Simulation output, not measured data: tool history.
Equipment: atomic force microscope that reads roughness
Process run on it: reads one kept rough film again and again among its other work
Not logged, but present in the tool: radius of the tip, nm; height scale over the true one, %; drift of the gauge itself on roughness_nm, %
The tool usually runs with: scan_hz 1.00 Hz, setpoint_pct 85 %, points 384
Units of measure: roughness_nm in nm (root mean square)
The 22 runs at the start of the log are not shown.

| run | day | scan_hz | setpoint_pct | points | pictures with this tip | hours of work since the height scale was calibrated | roughness_nm |
|---|---|---|---|---|---|---|---|
| 23 | 19.042 | 1.00 | 85 | 384 | 140 | 586 | 0.649 |
| 24 | 19.683 | 1.00 | 81 | 291 | 154 | 594 | 0.661 |
| 25 | 20.367 | 1.00 | 81 | 291 | 169 | 602 | 0.659 |
| 26 | 21.471 | 1.00 | 85 | 278 | 193 | 615 | 0.638 |
|  | 21.600 | height scale calibrated on a step standard |
| 27 | 22.354 | 1.00 | 85 | 278 | 212 | 9 | 0.642 |
|  | 22.492 | new tip fitted |
| 28 | 23.221 | 1.00 | 85 | 278 | 16 | 19 | 0.656 |
| 29 | 23.792 | 1.00 | 66 | 725 | 29 | 25 | 0.721 |
| 30 | 24.662 | 2.61 | 78 | 384 | 48 | 35 | 0.597 |
|  | 25.375 | height scale calibrated on a step standard, once more |
| 31 | 25.375 | 1.00 | 85 | 685 | 63 | 0 | 0.653 |
| 32 | 26.512 | 1.00 | 59 | 685 | 88 | 13 | 0.719 |
| 33 | 27.512 | 2.34 | 77 | 307 | 110 | 25 | 0.601 |
| 34 | 28.333 | 1.00 | 63 | 589 | 128 | 34 | 0.708 |
| 35 | 29.029 | 0.81 | 66 | 320 | 143 | 42 | 0.704 |
| 36 | 30.108 | 0.81 | 66 | 320 | 167 | 55 | 0.700 |
| 37 | 31.333 | 0.81 | 66 | 320 | 194 | 69 | 0.701 |
|  | 32.233 | new tip fitted |
| 38 | 32.296 | 2.75 | 78 | 304 | 1 | 80 | 0.584 |
| 39 | 32.892 | 0.69 | 57 | 390 | 14 | 87 | 0.730 |
| 40 | 33.562 | 0.69 | 57 | 390 | 29 | 95 | 0.729 |
| 41 | 34.471 | 2.02 | 79 | 282 | 49 | 105 | 0.609 |
| 42 | 35.329 | 2.02 | 79 | 464 | 68 | 115 | 0.614 |
| 43 | 36.554 | 0.58 | 64 | 502 | 95 | 130 | 0.724 |
| 44 | 37.808 | 1.73 | 60 | 649 | 122 | 144 | 0.699 |
| 45 | 38.962 | 0.53 | 80 | 919 | 148 | 158 | 0.698 |

Each row is a separate what-if for the run after 45, all from the same tool condition, not one after another. Results?
| A | 39.846 | 1.00 | 65 | 384 | 167 | 168 | ? |
| B | 39.846 | 1.26 | 84 | 343 | 167 | 168 | ? |
| C | 39.846 | 0.90 | 74 | 919 | 167 | 168 | ? |

| run | roughness_nm |
|---|---|
| A | 0.699 |
| B | 0.626 |
| C | 0.687 |
Stripped of hidden state, with their random variation kept, the same runs would have yielded:
| run | roughness_nm |
|---|---|
| A | 0.712 |
| B | 0.638 |
| C | 0.700 |
